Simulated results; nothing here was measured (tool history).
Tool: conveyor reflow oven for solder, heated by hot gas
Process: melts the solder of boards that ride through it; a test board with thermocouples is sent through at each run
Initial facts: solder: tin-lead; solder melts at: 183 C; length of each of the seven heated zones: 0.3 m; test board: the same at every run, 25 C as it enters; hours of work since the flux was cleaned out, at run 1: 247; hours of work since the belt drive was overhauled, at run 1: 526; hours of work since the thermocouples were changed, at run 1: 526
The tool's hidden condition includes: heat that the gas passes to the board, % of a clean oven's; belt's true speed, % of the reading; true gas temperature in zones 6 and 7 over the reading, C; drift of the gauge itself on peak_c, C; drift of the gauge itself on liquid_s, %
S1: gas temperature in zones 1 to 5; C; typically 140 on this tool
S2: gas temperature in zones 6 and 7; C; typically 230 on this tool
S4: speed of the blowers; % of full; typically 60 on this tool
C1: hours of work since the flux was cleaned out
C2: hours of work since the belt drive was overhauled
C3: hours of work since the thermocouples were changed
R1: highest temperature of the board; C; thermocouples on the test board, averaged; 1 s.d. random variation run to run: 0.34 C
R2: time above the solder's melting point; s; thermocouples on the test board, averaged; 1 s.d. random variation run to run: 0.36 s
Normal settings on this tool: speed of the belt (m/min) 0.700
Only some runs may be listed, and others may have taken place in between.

run 1 hour=0.0 | S1=140 S2=230 speed_of_the_belt_(m/min)=0.700 S4=60 | C1=247 C2=526 C3=526 | R1=206.0 R2=29.9
run 2 hour=60.4 | S1=140 S2=234 speed_of_the_belt_(m/min)=0.700 S4=60 | C1=284 C2=563 C3=563 | R1=208.8 R2=32.7
run 3 hour=119.9 | S1=140 S2=234 speed_of_the_belt_(m/min)=0.700 S4=60 | C1=320 C2=599 C3=599 | R1=209.3 R2=32.2
run 4 hour=162.3 | S1=140 S2=234 speed_of_the_belt_(m/min)=0.700 S4=60 | C1=346 C2=625 C3=625 | R1=209.2 R2=32.7
run 5 hour=200.9 | S1=140 S2=230 speed_of_the_belt_(m/min)=0.700 S4=60 | C1=369 C2=648 C3=648 | R1=205.4 R2=30.2
run 6 hour=257.1 | S1=140 S2=230 speed_of_the_belt_(m/min)=0.700 S4=60 | C1=404 C2=682 C3=682 | R1=205.8 R2=30.2
run 7 hour=309.8 | S1=140 S2=230 speed_of_the_belt_(m/min)=0.700 S4=60 | C1=436 C2=715 C3=715 | R1=205.4 R2=29.8
run 8 hour=340.0 | S1=140 S2=230 speed_of_the_belt_(m/min)=0.700 S4=60 | C1=454 C2=733 C3=733 | R1=204.8 R2=29.9
-- hour=356.8 flux residue cleaned out of gas plates and filters
run 9 hour=376.3 | S1=140 S2=230 speed_of_the_belt_(m/min)=0.700 S4=60 | C1=12 C2=752 C3=752 | R1=205.5 R2=30.7
run 10 hour=435.7 | S1=140 S2=230 speed_of_the_belt_(m/min)=0.700 S4=60 | C1=48 C2=788 C3=788 | R1=205.6 R2=29.9
run 11 hour=487.1 | S1=140 S2=230 speed_of_the_belt_(m/min)=0.700 S4=60 | C1=79 C2=820 C3=820 | R1=206.1 R2=30.3
run 12 hour=531.8 | S1=140 S2=230 speed_of_the_belt_(m/min)=0.645 S4=60 | C1=107 C2=847 C3=847 | R1=209.3 R2=36.1
run 13 hour=561.9 | S1=140 S2=230 speed_of_the_belt_(m/min)=0.645 S4=60 | C1=125 C2=865 C3=865 | R1=208.5 R2=36.9
run 14 hour=588.7 | S1=140 S2=230 speed_of_the_belt_(m/min)=0.645 S4=60 | C1=141 C2=881 C3=881 | R1=208.7 R2=35.9
run 15 hour=632.2 | S1=140 S2=230 speed_of_the_belt_(m/min)=0.645 S4=88 | C1=168 C2=908 C3=908 | R1=215.8 R2=42.1
run 16 hour=672.2 | S1=140 S2=230 speed_of_the_belt_(m/min)=0.700 S4=58 | C1=192 C2=932 C3=932 | R1=205.2 R2=29.9
run 17 hour=716.4 | S1=136 S2=237 speed_of_the_belt_(m/min)=0.612 S4=75 | C1=219 C2=959 C3=959 | R1=220.1 R2=45.5
run 18 hour=778.2 | S1=136 S2=237 speed_of_the_belt_(m/min)=0.612 S4=51 | C1=257 C2=997 C3=997 | R1=211.5 R2=39.0
run 19 hour=826.5 | S1=136 S2=237 speed_of_the_belt_(m/min)=0.612 S4=51 | C1=286 C2=1026 C3=1026 | R1=212.1 R2=38.7
run 20 hour=866.6 | S1=132 S2=233 speed_of_the_belt_(m/min)=0.835 S4=54 | C1=311 C2=1051 C3=1051 | R1=194.9 R2=14.6
run 21 hour=929.1 | S1=132 S2=233 speed_of_the_belt_(m/min)=0.750 S4=88 | C1=349 C2=1089 C3=1089 | R1=212.4 R2=31.4
run 22 hour=980.6 | S1=145 S2=233 speed_of_the_belt_(m/min)=0.706 S4=88 | C1=380 C2=1120 C3=1120 | R1=216.6 R2=40.1
-- hour=1000.4 thermocouples of zones 6 and 7 changed
-- hour=1011.6 belt drive overhauled, speed set with a stopwatch
run 23 hour=1036.5 | S1=142 S2=233 speed_of_the_belt_(m/min)=0.706 S4=84 | C1=410 C2=15 C3=20 | R1=215.3 R2=37.9
run 24 hour=1092.9 | S1=142 S2=241 speed_of_the_belt_(m/min)=0.706 S4=56 | C1=445 C2=50 C3=54 | R1=212.8 R2=34.4
-- hour=1124.9 flux residue cleaned out of gas plates and filters
run 25 hour=1130.4 | S1=142 S2=241 speed_of_the_belt_(m/min)=0.706 S4=56 | C1=3 C2=69 C3=74 | R1=213.1 R2=35.2
run 26 hour=1167.8 | S1=142 S2=241 speed_of_the_belt_(m/min)=0.706 S4=56 | C1=26 C2=92 C3=96 | R1=212.4 R2=35.2
run 27 hour=1196.8 | S1=137 S2=226 speed_of_the_belt_(m/min)=0.836 S4=60 | C1=44 C2=110 C3=114 | R1=194.7 R2=14.9
run 28 hour=1261.1 | S1=155 S2=227 speed_of_the_belt_(m/min)=0.569 S4=84 | C1=83 C2=149 C3=153 | R1=217.7 R2=53.8
run 29 hour=1325.3 | S1=155 S2=227 speed_of_the_belt_(m/min)=0.569 S4=84 | C1=122 C2=188 C3=192 | R1=218.2 R2=54.1
run 30 hour=1383.9 | S1=155 S2=227 speed_of_the_belt_(m/min)=0.717 S4=59 | C1=158 C2=224 C3=228 | R1=206.0 R2=34.1
run 31 hour=1437.1 | S1=155 S2=220 speed_of_the_belt_(m/min)=0.717 S4=59 | C1=190 C2=256 C3=261 | R1=201.1 R2=29.2

What if the next run were any one of these 3? Each begins from the tool's condition after run 31:
run A hour=1464.7 | S1=140 S2=219 speed_of_the_belt_(m/min)=0.638 S4=60 | C1=207 C2=273 C3=277 | R1=? R2=?
run B hour=1464.7 | S1=155 S2=232 speed_of_the_belt_(m/min)=0.562 S4=76 | C1=207 C2=273 C3=277 | R1=? R2=?
run C hour=1464.7 | S1=136 S2=232 speed_of_the_belt_(m/min)=0.700 S4=58 | C1=207 C2=273 C3=277 | R1=? R2=?

run=A R1=200.9 R2=28.9
run=B R1=221.3 R2=56.7
run=C R1=205.6 R2=28.6
With the hidden condition removed and each run's random variation left untouched, the same runs would have given:
run=A R1=200.9 R2=28.9
run=B R1=221.3 R2=56.7
run=C R1=205.6 R2=28.6
